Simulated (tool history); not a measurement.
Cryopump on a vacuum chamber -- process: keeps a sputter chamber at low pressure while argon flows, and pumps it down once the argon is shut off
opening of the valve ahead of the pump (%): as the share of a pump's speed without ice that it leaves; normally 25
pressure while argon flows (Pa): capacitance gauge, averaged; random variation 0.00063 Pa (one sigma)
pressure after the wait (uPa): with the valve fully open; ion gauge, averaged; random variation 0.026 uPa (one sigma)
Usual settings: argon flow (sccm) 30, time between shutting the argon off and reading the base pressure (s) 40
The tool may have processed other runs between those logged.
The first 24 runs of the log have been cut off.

run,hour,argon flow (sccm),time between shutting the argon off and reading the base pressure (s),opening of the valve ahead of the pump (%),pressure while argon flows (Pa),pressure after the wait (uPa)
25,423.8,55,34,44,0.1053,2.21
26,435,23,41,30,0.0639,2.09
27,448.5,41,41,17,0.1963,2.05
28,464,43,41,41,0.0895,2.05
29,481,30,104,18,0.1366,1.44
# hour 487.8: leaking fittings of the chamber tightened, without venting
30,503.7,15,227,32,0.0391,0.38
31,526.4,15,227,32,0.0396,0.4
32,548.6,19,227,18,0.0871,0.39
33,559.7,19,227,18,0.0865,0.4
34,574.9,16,275,21,0.0639,0.38

Forecast each of these 3 alternatives for the next run:
A,587.8,43,286,25,?,?
B,587.8,41,275,44,?,?
C,587.8,20,275,21,?,?

run,pressure while argon flows (Pa),pressure after the wait (uPa)
A,0.1439,0.36
B,0.0806,0.37
C,0.0777,0.37
Take away the tool's hidden state, keep each run's random variation, and the runs would have read:
run,pressure while argon flows (Pa),pressure after the wait (uPa)
A,0.1378,0.29
B,0.0748,0.3
C,0.0749,0.29
